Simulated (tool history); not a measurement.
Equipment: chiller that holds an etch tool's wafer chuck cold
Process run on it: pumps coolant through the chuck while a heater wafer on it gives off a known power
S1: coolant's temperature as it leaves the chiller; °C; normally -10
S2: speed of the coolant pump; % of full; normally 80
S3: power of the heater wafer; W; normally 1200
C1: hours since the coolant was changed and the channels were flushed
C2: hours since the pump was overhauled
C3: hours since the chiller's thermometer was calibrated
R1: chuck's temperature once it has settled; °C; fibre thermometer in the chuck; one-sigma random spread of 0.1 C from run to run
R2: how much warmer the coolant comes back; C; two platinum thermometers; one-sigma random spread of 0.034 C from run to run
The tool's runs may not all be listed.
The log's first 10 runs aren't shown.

run	hour	S1	S2	S3	C1	C2	C3	R1	R2
11	1353.5	-10	80	1200	4901	8741	1552	-0.1	5.30
12	1458.3	-10	80	1200	5006	8846	1657	-0.1	5.29
13	1540.2	-10	80	1200	5088	8927	1739	0.0	5.34
14	1698.0	-10	80	1200	5246	9085	1897	-0.1	5.34
15	1881.8	-10	80	1200	5430	9269	2081	-0.1	5.39
16	1970.3	-10	80	1200	5518	9358	2169	-0.1	5.37
17	2085.8	-19	80	1252	5634	9473	2285	-8.5	5.62
18	2240.5	-19	80	1252	5788	9628	2439	-8.9	5.64
19	2360.5	-19	80	1252	5908	9748	2559	-8.5	5.67
20	2530.7	-10	86	636	6079	9918	2729	-5.1	2.87
21	2709.6	-3	80	977	6257	10097	2908	4.9	4.47
22	2864.1	-3	80	977	6412	10251	3063	5.0	4.52
23	3017.9	-11	65	1101	6566	10405	3217	-0.2	6.34
24	3155.8	-10	80	1200	6704	10543	3355	-0.2	5.53
25	3275.1	-10	80	1200	6823	10662	3474	-0.2	5.52
26	3371.8	-3	77	1339	6920	10759	3571	8.5	6.40
27	3463.1	-15	84	844	7011	10850	3662	-8.4	3.79
# hour 3549.2: chiller's thermometer calibrated
28	3642.0	-15	84	844	7189	11028	93	-8.4	3.85
# hour 3802.5: gauge calibrated
29	3821.8	-15	84	844	7369	11208	273	-8.4	3.42
30	3970.2	-12	70	844	7517	11357	421	-4.2	4.28
31	4121.2	-18	80	703	7668	11507	572	-12.3	3.03
32	4264.0	-18	80	703	7811	11650	715	-12.2	3.03

4 ways to go on from here, each from the tool as it stands after run 32. What would each give?
A	4375.9	-8	79	1541	7923	11762	827	?	?
B	4375.9	-3	63	703	7923	11762	827	?	?
C	4375.9	-2	75	1739	7923	11762	827	?	?
D	4375.9	-10	74	1200	7923	11762	827	?	?

run	R1	R2
A	4.8	6.83
B	3.8	3.99
C	13.1	7.92
D	0.6	5.65
Without the tool's unlogged condition, the same runs would have read:
run	R1	R2
A	4.8	6.75
B	3.8	3.92
C	13.0	7.84
D	0.6	5.57
